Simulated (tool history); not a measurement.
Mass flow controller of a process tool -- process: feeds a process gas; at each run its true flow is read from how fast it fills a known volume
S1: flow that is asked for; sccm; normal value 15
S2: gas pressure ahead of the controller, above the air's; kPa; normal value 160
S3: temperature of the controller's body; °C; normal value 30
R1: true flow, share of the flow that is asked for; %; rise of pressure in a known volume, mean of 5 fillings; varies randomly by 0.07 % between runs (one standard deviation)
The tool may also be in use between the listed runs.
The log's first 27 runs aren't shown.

| run | hour | S1 | S2 | S3 | R1 |
|---|---|---|---|---|---|
| 28 | 4436.2 | 37 | 160 | 39 | 102.17 |
| 29 | 4539.6 | 28 | 206 | 22 | 99.33 |
| 30 | 4763.7 | 15 | 158 | 27 | 99.32 |
| 31 | 4917.3 | 8 | 229 | 33 | 99.14 |
| 32 | 5124.3 | 6 | 220 | 23 | 97.91 |
| 33 | 5263.2 | 49 | 248 | 25 | 101.13 |
| 34 | 5480 | 49 | 248 | 25 | 101.21 |
| 35 | 5660.3 | 31 | 247 | 25 | 99.92 |
| 36 | 5782.7 | 15 | 208 | 29 | 99.56 |
| 37 | 6006.1 | 10 | 141 | 30 | 99.8 |
| 38 | 6194.7 | 48 | 141 | 37 | 103.34 |
| 39 | 6302.1 | 48 | 240 | 20 | 100.74 |
| 40 | 6418.4 | 37 | 159 | 26 | 101.21 |
| 41 | 6582.1 | 16 | 159 | 31 | 100.41 |
|  | 6778.2 | gauge calibrated |
| 42 | 6802.7 | 15 | 270 | 21 | 96.76 |
| 43 | 7001.4 | 41 | 279 | 39 | 100.53 |
| 44 | 7109.6 | 33 | 237 | 23 | 98.52 |
| 45 | 7211.7 | 10 | 237 | 23 | 96.95 |
| 46 | 7358.5 | 10 | 237 | 23 | 96.94 |
| 47 | 7574.3 | 33 | 211 | 23 | 98.91 |
| 48 | 7702.9 | 9 | 157 | 28 | 98.05 |

Here are 3 independent what-if runs from the current tool condition. What would each one return?
| A | 7851.8 | 9 | 151 | 28 | ? |
| B | 7851.8 | 9 | 157 | 28 | ? |
| C | 7851.8 | 9 | 157 | 24 | ? |

| run | R1 |
|---|---|
| A | 98 |
| B | 98.04 |
| C | 97.66 |
The same runs, with their run-to-run variation unchanged, on a tool lacking any hidden condition would have given:
| run | R1 |
|---|---|
| A | 97.68 |
| B | 97.72 |
| C | 97.34 |
